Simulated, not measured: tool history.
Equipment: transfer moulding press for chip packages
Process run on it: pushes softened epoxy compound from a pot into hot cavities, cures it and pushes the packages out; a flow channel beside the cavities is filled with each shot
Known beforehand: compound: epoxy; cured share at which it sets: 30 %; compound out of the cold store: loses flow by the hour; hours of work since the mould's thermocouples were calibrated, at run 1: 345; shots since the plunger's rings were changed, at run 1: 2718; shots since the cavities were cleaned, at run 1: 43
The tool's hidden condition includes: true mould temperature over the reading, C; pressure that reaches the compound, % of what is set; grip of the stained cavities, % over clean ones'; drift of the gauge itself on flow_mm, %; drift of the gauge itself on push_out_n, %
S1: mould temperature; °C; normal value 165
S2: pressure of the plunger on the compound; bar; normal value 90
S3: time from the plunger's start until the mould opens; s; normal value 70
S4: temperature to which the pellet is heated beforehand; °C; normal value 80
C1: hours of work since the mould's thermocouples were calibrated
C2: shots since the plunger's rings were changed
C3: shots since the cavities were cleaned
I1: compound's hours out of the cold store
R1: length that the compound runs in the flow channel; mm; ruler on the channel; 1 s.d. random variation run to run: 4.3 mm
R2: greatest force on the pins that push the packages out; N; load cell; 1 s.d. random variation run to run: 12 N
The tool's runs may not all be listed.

Run 1, day 0: usual settings; C1 345; C2 2718; C3 43; I1 19.6. Result: R1 590 mm, R2 585 N.
At day 1.504: plunger's sealing rings changed.
At day 1.567: cavities cleaned with cleaning compound and waxed.
Run 2, day 1.979: usual settings but S3 87 s; C1 377; C2 172; C3 172; I1 16.9. Result: R1 624 mm, R2 583 N.
At day 3.017: cavities cleaned with cleaning compound and waxed.
At day 4.471: cavities cleaned with cleaning compound and waxed.
Run 3, day 4.583: usual settings; C1 420; C2 1197; C3 47; I1 36.4. Result: R1 558 mm, R2 590 N.
At day 5.796: mould's thermocouples calibrated.
Run 4, day 5.796: usual settings but S3 105 s; C1 0; C2 1665; C3 515; I1 47.8. Result: R1 524 mm, R2 445 N.
At day 6.054: cavities cleaned with cleaning compound and waxed.
Run 5, day 7.396: usual settings; C1 27; C2 2301; C3 554; I1 41.3. Result: R1 533 mm, R2 688 N.
At day 7.671: cavities cleaned with cleaning compound and waxed.
At day 9.108: cavities cleaned with cleaning compound and waxed.
Run 6, day 9.225: usual settings; C1 56; C2 3007; C3 49; I1 13.1. Result: R1 598 mm, R2 561 N.
At day 9.496: cavities cleaned with cleaning compound and waxed, once more.
At day 10.108: plunger's sealing rings changed.
Run 7, day 10.783: usual settings but S1 173 °C, S4 86 °C; C1 81; C2 278; C3 489; I1 38.2. Result: R1 547 mm, R2 473 N.
At day 11.121: cavities cleaned with cleaning compound and waxed.
At day 12.683: cavities cleaned with cleaning compound and waxed.
Run 8, day 13.154: usual settings but S1 173 °C, S2 72.8 bar, S4 86 °C; C1 120; C2 1207; C3 193; I1 31.8. Result: R1 495 mm, R2 398 N.

Run 9 comes next. What will it give?
At day 14.238: cavities cleaned with cleaning compound and waxed.
Run 9, day 15.171: usual settings but S1 163 °C, S2 91 bar, S3 77 s, S4 81 °C; C1 154; C2 2016; C3 386; I1 26.9. Result: R1 ?, R2 ?.

Run 9 came out at R1 582 mm, R2 634 N.
Take away the tool's hidden state, keep the run-to-run variation as it was, and the same run would have given R1 604 mm, R2 485 N.
